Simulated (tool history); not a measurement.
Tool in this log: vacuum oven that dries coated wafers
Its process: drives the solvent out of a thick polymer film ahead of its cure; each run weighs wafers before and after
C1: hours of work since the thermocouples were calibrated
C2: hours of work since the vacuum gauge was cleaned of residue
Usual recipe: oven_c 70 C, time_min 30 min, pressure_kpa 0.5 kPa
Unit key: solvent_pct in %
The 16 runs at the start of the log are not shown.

run 17 hour=170.8 | oven_c=70 time_min=30 pressure_kpa=1.038 | C1=497 C2=480 | solvent_pct=2.26
run 18 hour=178.2 | oven_c=70 time_min=21 pressure_kpa=0.5 | C1=502 C2=485 | solvent_pct=3.91
run 19 hour=189.7 | oven_c=70 time_min=30 pressure_kpa=0.5 | C1=511 C2=494 | solvent_pct=2.09
run 20 hour=207.2 | oven_c=70 time_min=30 pressure_kpa=0.5 | C1=523 C2=506 | solvent_pct=2.07
run 21 hour=216.2 | oven_c=70 time_min=30 pressure_kpa=0.5 | C1=530 C2=513 | solvent_pct=2.1
run 22 hour=226.3 | oven_c=70 time_min=30 pressure_kpa=0.5 | C1=537 C2=520 | solvent_pct=2.1
run 23 hour=234.1 | oven_c=70 time_min=19 pressure_kpa=0.5 | C1=543 C2=526 | solvent_pct=4.45
run 24 hour=242.1 | oven_c=65 time_min=19 pressure_kpa=0.5 | C1=549 C2=532 | solvent_pct=6.58
run 25 hour=256.3 | oven_c=72 time_min=19 pressure_kpa=0.311 | C1=559 C2=542 | solvent_pct=3.7
run 26 hour=270.7 | oven_c=72 time_min=19 pressure_kpa=0.311 | C1=570 C2=553 | solvent_pct=3.76
run 27 hour=285.2 | oven_c=72 time_min=24 pressure_kpa=0.311 | C1=580 C2=563 | solvent_pct=2.47
run 28 hour=298.1 | oven_c=72 time_min=24 pressure_kpa=0.311 | C1=590 C2=572 | solvent_pct=2.5
run 29 hour=306.9 | oven_c=60 time_min=35 pressure_kpa=0.436 | C1=596 C2=579 | solvent_pct=4.75
run 30 hour=321.1 | oven_c=65 time_min=27 pressure_kpa=0.5 | C1=606 C2=589 | solvent_pct=4.38
run 31 hour=331.8 | oven_c=59 time_min=48 pressure_kpa=0.316 | C1=614 C2=597 | solvent_pct=3.26
run 32 hour=344.6 | oven_c=76 time_min=16 pressure_kpa=0.753 | C1=623 C2=606 | solvent_pct=3.36
run 33 hour=353.9 | oven_c=64 time_min=30 pressure_kpa=0.386 | C1=630 C2=613 | solvent_pct=4.09
run 34 hour=370.2 | oven_c=75 time_min=30 pressure_kpa=0.413 | C1=642 C2=625 | solvent_pct=0.93
run 35 hour=386.4 | oven_c=61 time_min=20 pressure_kpa=0.275 | C1=654 C2=637 | solvent_pct=7.92
run 36 hour=395.1 | oven_c=61 time_min=20 pressure_kpa=0.275 | C1=660 C2=643 | solvent_pct=7.91
run 37 hour=404 | oven_c=70 time_min=35 pressure_kpa=0.257 | C1=667 C2=650 | solvent_pct=1.41
run 38 hour=417.7 | oven_c=79 time_min=47 pressure_kpa=1.1 | C1=677 C2=660 | solvent_pct=0.28
run 39 hour=430.6 | oven_c=79 time_min=26 pressure_kpa=0.535 | C1=686 C2=669 | solvent_pct=0.78
run 40 hour=438.4 | oven_c=70 time_min=27 pressure_kpa=0.5 | C1=692 C2=675 | solvent_pct=2.58

What will run 41 give?
run 41 hour=455.3 | oven_c=70 time_min=27 pressure_kpa=0.5 | C1=704 C2=687 | solvent_pct=?

For run 41 the tool returned solvent_pct 2.59 %.
If the tool had no hidden condition, the same run with the same run-to-run variation would have returned solvent_pct 2.59 %.
